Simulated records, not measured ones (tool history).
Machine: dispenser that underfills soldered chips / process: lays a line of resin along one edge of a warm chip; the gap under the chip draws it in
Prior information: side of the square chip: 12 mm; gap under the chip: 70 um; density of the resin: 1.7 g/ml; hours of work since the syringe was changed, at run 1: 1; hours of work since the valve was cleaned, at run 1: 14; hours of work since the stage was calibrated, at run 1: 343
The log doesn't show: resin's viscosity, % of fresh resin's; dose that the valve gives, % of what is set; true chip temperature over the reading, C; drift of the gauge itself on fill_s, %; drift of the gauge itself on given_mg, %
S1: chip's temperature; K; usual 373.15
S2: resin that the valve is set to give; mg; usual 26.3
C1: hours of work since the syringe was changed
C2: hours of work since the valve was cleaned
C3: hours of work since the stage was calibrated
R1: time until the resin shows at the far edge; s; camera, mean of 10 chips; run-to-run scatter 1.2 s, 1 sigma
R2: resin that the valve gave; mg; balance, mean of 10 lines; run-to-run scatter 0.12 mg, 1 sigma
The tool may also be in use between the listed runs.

run	day	S1	S2	C1	C2	C3	R1	R2
1	0.000	373.15	26.3	1	14	343	118.5	26.07
# day 0.283: new syringe of resin
2	0.521	373.15	26.3	4	24	352	162.1	25.46
# day 0.621: new syringe of resin
# day 0.942: new syringe of resin
3	1.038	373.15	26.3	2	33	361	128.0	25.47
# day 1.279: new syringe of resin
4	1.312	373.15	26.3	1	38	366	115.7	25.52
5	1.562	372.15	26.3	5	42	371	172.2	25.27
# day 1.604: new syringe of resin
# day 1.942: new syringe of resin
6	2.062	372.15	26.3	2	51	379	140.0	24.85
# day 2.288: new syringe of resin
7	2.579	373.15	30.9	5	60	389	166.0	28.99
# day 2.621: new syringe of resin
8	2.888	373.15	32.4	5	65	394	159.4	30.30
# day 2.967: new syringe of resin
# day 3.296: new syringe of resin
9	3.375	373.15	26.3	1	74	402	125.6	24.30
# day 3.621: new syringe of resin
10	3.858	373.15	26.3	4	82	411	156.4	24.29
# day 3.950: new syringe of resin
# day 4.296: new syringe of resin
11	4.329	373.15	26.3	1	90	419	111.2	23.99
# day 4.625: new syringe of resin
12	4.758	373.15	31.9	2	98	427	134.9	28.69
# day 4.946: new syringe of resin
# day 5.275: new syringe of resin
13	5.304	373.15	31.9	1	108	436	110.4	28.50
# day 5.617: new syringe of resin
14	5.629	373.15	26.3	0	113	442	113.5	23.47
# day 5.929: new syringe of resin
15	5.929	373.15	26.3	0	119	447	111.8	23.05
# day 6.258: new syringe of resin
16	6.462	373.15	26.3	4	128	457	155.2	22.98
# day 6.583: new syringe of resin
17	6.725	373.15	23.5	3	133	461	143.5	20.49
# day 6.900: new syringe of resin
# day 7.038: dispensing valve cleaned and set on the balance
18	7.175	371.15	23.7	4	2	468	173.4	23.63
# day 7.304: new syringe of resin
19	7.508	386.15	33.0	4	8	474	97.3	32.71
# day 7.638: new syringe of resin
20	7.854	363.15	24.9	4	14	480	219.4	24.49
# day 7.971: new syringe of resin
# day 8.308: new syringe of resin
21	8.375	363.15	24.9	1	23	489	171.0	24.30
# day 8.646: new syringe of resin
# day 8.879: stage's temperature calibrated
22	8.879	363.15	24.9	4	32	0	217.4	24.20
# day 9.012: new syringe of resin
# day 9.338: new syringe of resin
23	9.404	383.15	32.7	1	41	9	90.9	31.37
# day 9.654: new syringe of resin
24	9.762	363.15	26.3	2	47	15	194.5	25.10
# day 10.004: new syringe of resin
25	10.221	363.15	23.0	4	55	24	236.3	21.77
# day 10.346: new syringe of resin
26	10.600	386.15	22.9	5	62	30	115.3	21.52
# day 10.692: new syringe of resin
27	10.833	359.15	28.6	3	66	34	232.5	26.69
# day 11.021: new syringe of resin
28	11.262	362.15	24.0	4	74	42	245.9	22.08
# day 11.354: new syringe of resin
# day 11.700: new syringe of resin
29	11.725	362.15	24.0	0	82	50	183.0	21.98
# day 12.033: new syringe of resin
30	12.150	365.15	25.3	2	89	57	186.3	23.04
# day 12.392: new syringe of resin
31	12.558	387.15	26.3	3	96	65	93.7	23.55
# day 12.721: new syringe of resin
32	12.925	362.15	23.0	4	103	71	237.7	20.63
# day 13.046: new syringe of resin
# day 13.388: new syringe of resin
33	13.446	373.15	22.5	1	112	80	133.2	19.98
# day 13.708: new syringe of resin
34	13.708	371.15	27.2	0	116	85	126.4	23.87

A few steps of R1 between consecutive runs. Split each: what settings, incoming material and random variation would produce without the hidden state, and what is left over for the hidden state, along with gauge scatter present in only one of the two compared results (measured, and without hidden state):
Run 4 -> 5: S1 373.15 -> 372.15. R1 +56.5 s: hidden state +54.4, all else +2.1.
Run 19 -> 20: S1 386.15 -> 363.15, S2 33.0 -> 24.9, new syringe of resin. R1 +122.1 s: hidden state +30.1, all else +92.0.
Run 22 -> 23: S1 363.15 -> 383.15, S2 24.9 -> 32.7, new syringe of resin, new syringe of resin. R1 -126.5 s: hidden state -47.8, all else -78.7.
Run 28 -> 29: new syringe of resin, new syringe of resin. R1 -62.9 s: hidden state -66.0, all else +3.1.
Run 31 -> 32: S1 387.15 -> 362.15, S2 26.3 -> 23.0, new syringe of resin. R1 +144.0 s: hidden state +48.1, all else +95.9.
Run 32 -> 33: S1 362.15 -> 373.15, S2 23.0 -> 22.5, new syringe of resin, new syringe of resin. R1 -104.5 s: hidden state -53.4, all else -51.1.
